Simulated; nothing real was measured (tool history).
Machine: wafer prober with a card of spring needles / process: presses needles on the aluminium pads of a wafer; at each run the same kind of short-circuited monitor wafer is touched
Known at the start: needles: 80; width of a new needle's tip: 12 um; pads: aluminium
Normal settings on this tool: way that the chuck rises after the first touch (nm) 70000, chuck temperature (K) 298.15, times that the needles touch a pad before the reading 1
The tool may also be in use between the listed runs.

run   hour  way that the chuck rises after the first touch (nm)  chuck temperature (K)  times that the needles touch a pad before the reading  resistance of one needle with its contact and lead (mohm)  way that a needle slides on the pad (nm)
  1    0.0                                                70000                 298.15                                                      1                                                        203                                     15020
       5.0  -- tips cleaned on abrasive film
      18.2  -- tips cleaned on abrasive film
  2   27.5                                                70000                 298.15                                                      1                                                        202                                     15030
      30.4  -- tips cleaned on abrasive film
      43.3  -- tips cleaned on abrasive film
      46.2  -- height of the first contact set anew
      57.1  -- tips cleaned on abrasive film
      70.2  -- tips cleaned on abrasive film
  3   70.2                                                85000                 298.15                                                      1                                                        180                                     18700
      83.4  -- tips cleaned on abrasive film
  4   93.2                                                70000                 298.15                                                      1                                                        201                                     15380
      96.1  -- tips cleaned on abrasive film
     109.9  -- tips cleaned on abrasive film
     122.6  -- tips cleaned on abrasive film
  5  122.7                                                70000                 298.15                                                      2                                                        180                                     15350
     133.9  -- tips cleaned on abrasive film
     147.1  -- tips cleaned on abrasive film
  6  147.8                                                70000                 298.15                                                      1                                                        183                                     15290
     158.6  -- tips cleaned on abrasive film
     172.4  -- tips cleaned on abrasive film
     185.0  -- tips cleaned on abrasive film
  7  187.2                                                70000                 384.15                                                      1                                                        209                                     15290
     198.5  -- tips cleaned on abrasive film
     212.0  -- tips cleaned on abrasive film
  8  220.9                                                70000                 384.15                                                      1                                                        216                                     15300
     223.4  -- tips cleaned on abrasive film
     237.5  -- tips cleaned on abrasive film
     249.9  -- tips cleaned on abrasive film
  9  249.9                                                70000                 384.15                                                      1                                                        197                                     15160
     263.0  -- tips cleaned on abrasive film
     274.2  -- tips cleaned on abrasive film
 10  283.4                                                70000                 384.15                                                      1                                                        216                                     15250
     286.2  -- tips cleaned on abrasive film
     299.7  -- tips cleaned on abrasive film
     312.3  -- tips cleaned on abrasive film
 11  319.2                                                70000                 384.15                                                      1                                                        215                                     15190
     324.2  -- tips cleaned on abrasive film
     337.3  -- tips cleaned on abrasive film
 12  348.1                                                52000                 298.15                                                      1                                                        216                                     11190
     350.6  -- tips cleaned on abrasive film
     364.4  -- tips cleaned on abrasive film
     376.8  -- tips cleaned on abrasive film
 13  376.8                                                52000                 298.15                                                      1                                                        187                                     11140
     389.1  -- tips cleaned on abrasive film
     402.5  -- tips cleaned on abrasive film
     415.1  -- tips cleaned on abrasive film
 14  419.4                                                52000                 298.15                                                      1                                                        206                                     11140
     427.1  -- tips cleaned on abrasive film
     441.1  -- tips cleaned on abrasive film
     454.7  -- tips cleaned on abrasive film
 15  465.7                                                52000                 298.15                                                      1                                                        220                                     11100
     467.8  -- tips cleaned on abrasive film
     481.1  -- tips cleaned on abrasive film
 16  486.9                                                52000                 298.15                                                      1                                                        204                                     11070
     494.7  -- tips cleaned on abrasive film
     508.7  -- tips cleaned on abrasive film
     521.3  -- tips cleaned on abrasive film
     521.6  -- height of the first contact set anew
 17  528.6                                                65000                 327.15                                                      1                                                        205                                     14280
     533.4  -- tips cleaned on abrasive film
     545.6  -- tips cleaned on abrasive film
 18  552.2                                                78000                 317.15                                                      1                                                        201                                     17160
     557.8  -- tips cleaned on abrasive film
     571.9  -- tips cleaned on abrasive film
 19  575.4                                                81000                 301.15                                                      2                                                        183                                     17740
     583.4  -- tips cleaned on abrasive film
     596.5  -- tips cleaned on abrasive film
 20  604.4                                                70000                 392.15                                                      1                                                        214                                     15310
     610.1  -- tips cleaned on abrasive film
     623.8  -- tips cleaned on abrasive film
 21  627.2                                                85000                 347.15                                                      2                                                        192                                     18610
     635.5  -- tips cleaned on abrasive film
     649.6  -- tips cleaned on abrasive film
     662.9  -- tips cleaned on abrasive film
 22  669.0                                                85000                 382.15                                                      3                                                        199                                     18590
     674.6  -- tips cleaned on abrasive film
     688.4  -- tips cleaned on abrasive film
 23  697.9                                                71000                 316.15                                                      1                                                        206                                     15450
     700.5  -- tips cleaned on abrasive film
     713.2  -- tips cleaned on abrasive film
     727.2  -- tips cleaned on abrasive film
 24  736.7                                                71000                 316.15                                                      1                                                        208                                     15420
     739.6  -- tips cleaned on abrasive film
     753.1  -- tips cleaned on abrasive film
     766.4  -- tips cleaned on abrasive film
 25  775.3                                                57000                 298.15                                                      2                                                        201                                     12300
     778.1  -- tips cleaned on abrasive film
     791.8  -- tips cleaned on abrasive film
     805.1  -- tips cleaned on abrasive film
     817.1  -- tips cleaned on abrasive film
 26  817.9                                                78000                 319.15                                                      1                                                        188                                     16930
     829.1  -- tips cleaned on abrasive film
     842.5  -- tips cleaned on abrasive film
 27  849.3                                                78000                 319.15                                                      1                                                        197                                     16900
     855.0  -- tips cleaned on abrasive film
     867.8  -- tips cleaned on abrasive film
 28  878.2                                                59000                 300.15                                                      3                                                        196                                     12660
     881.1  -- tips cleaned on abrasive film
     894.7  -- tips cleaned on abrasive film
     908.2  -- tips cleaned on abrasive film
 29  916.6                                                56000                 300.15                                                      3                                                        194                                     11980
     921.2  -- tips cleaned on abrasive film
     934.8  -- tips cleaned on abrasive film
     948.4  -- tips cleaned on abrasive film
 30  954.7                                                67000                 305.15                                                      2                                                        193                                     14440

Alternative continuations, all from the tool just after run 30; predict every row:
     960.3  -- tips cleaned on abrasive film
     973.7  -- tips cleaned on abrasive film
  A  982.1                                                69000                 337.15                                                      2                                                          ?                                         ?
     960.3  -- tips cleaned on abrasive film
     973.7  -- tips cleaned on abrasive film
  B  982.1                                                67000                 305.15                                                      1                                                          ?                                         ?
     960.3  -- tips cleaned on abrasive film
     973.7  -- tips cleaned on abrasive film
  C  982.1                                                62000                 315.15                                                      1                                                          ?                                         ?

run  resistance of one needle with its contact and lead (mohm)  way that a needle slides on the pad (nm)
  A                                                        203                                     14840
  B                                                        206                                     14350
  C                                                        208                                     13320
Without the tool's hidden state the same runs would have given:
run  resistance of one needle with its contact and lead (mohm)  way that a needle slides on the pad (nm)
  A                                                        191                                     15200
  B                                                        182                                     14710
  C                                                        182                                     13690
